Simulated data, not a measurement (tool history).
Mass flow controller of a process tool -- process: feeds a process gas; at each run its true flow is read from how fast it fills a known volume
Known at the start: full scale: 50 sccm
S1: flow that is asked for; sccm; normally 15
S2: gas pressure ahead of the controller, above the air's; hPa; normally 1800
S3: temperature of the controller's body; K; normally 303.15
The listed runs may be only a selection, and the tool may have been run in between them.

Run 1, day 0: usual settings. Result: true flow (%) 101.69.
Run 2, day 10.475: usual settings. Result: true flow (%) 101.66.
Run 3, day 19.808: usual settings. Result: true flow (%) 101.78.
Run 4, day 28.554: usual settings. Result: true flow (%) 101.95.
Run 5, day 36.521: usual settings. Result: true flow (%) 102.04.
Run 6, day 41.7: usual settings but S2 2330 hPa. Result: true flow (%) 101.79.
Run 7, day 47.833: usual settings. Result: true flow (%) 101.94.
Run 8, day 59.258: usual settings. Result: true flow (%) 102.1.
Run 9, day 66.942: usual settings but S2 1930 hPa. Result: true flow (%) 102.07.
Run 10, day 72.521: usual settings but S2 1930 hPa. Result: true flow (%) 102.2.
At day 75.162: controller's zero set anew.
Run 11, day 81.45: usual settings but S2 1930 hPa. Result: true flow (%) 100.19.
Run 12, day 87.121: usual settings. Result: true flow (%) 100.59.
Run 13, day 93.562: usual settings but S1 20 sccm. Result: true flow (%) 100.63.
Run 14, day 103.542: usual settings but S1 20 sccm. Result: true flow (%) 100.7.
Run 15, day 115.088: usual settings but S1 20 sccm. Result: true flow (%) 100.69.
Run 16, day 120.767: usual settings but S1 20 sccm. Result: true flow (%) 100.88.
Run 17, day 129.925: usual settings but S3 294.15 K. Result: true flow (%) 101.02.
Run 18, day 138.029: usual settings but S3 294.15 K. Result: true flow (%) 101.12.
Run 19, day 149.012: usual settings but S3 297.15 K. Result: true flow (%) 101.03.
Run 20, day 155.3: usual settings but S1 6 sccm, S2 1890 hPa, S3 307.15 K. Result: true flow (%) 100.75.
Run 21, day 162.571: usual settings but S2 1660 hPa, S3 302.15 K. Result: true flow (%) 101.06.
Run 22, day 172.438: usual settings but S2 1590 hPa, S3 293.15 K. Result: true flow (%) 101.33.
Run 23, day 181.975: usual settings but S1 34 sccm, S2 2320 hPa, S3 300.15 K. Result: true flow (%) 101.24.
Run 24, day 193.133: usual settings but S2 2600 hPa. Result: true flow (%) 100.85.
Run 25, day 203.479: usual settings but S1 18 sccm, S2 1840 hPa, S3 308.15 K. Result: true flow (%) 101.08.
Run 26, day 214.088: usual settings but S1 21 sccm, S2 1430 hPa, S3 308.15 K. Result: true flow (%) 101.19.
Run 27, day 222.108: usual settings but S1 7 sccm, S2 2570 hPa, S3 308.15 K. Result: true flow (%) 101.43.
Run 28, day 231.05: usual settings but S1 6 sccm, S2 2660 hPa, S3 302.15 K. Result: true flow (%) 101.84.
Run 29, day 236.504: usual settings but S1 16 sccm. Result: true flow (%) 101.38.

For run 30, what comes out?
Run 30, day 246.383: usual settings but S1 16 sccm, S2 2220 hPa, S3 298.15 K. Result: true flow (%) ?.

Logged for run 30: true flow (%) 101.55.
With no hidden state in the tool, this same run would have given true flow (%) 98.98.
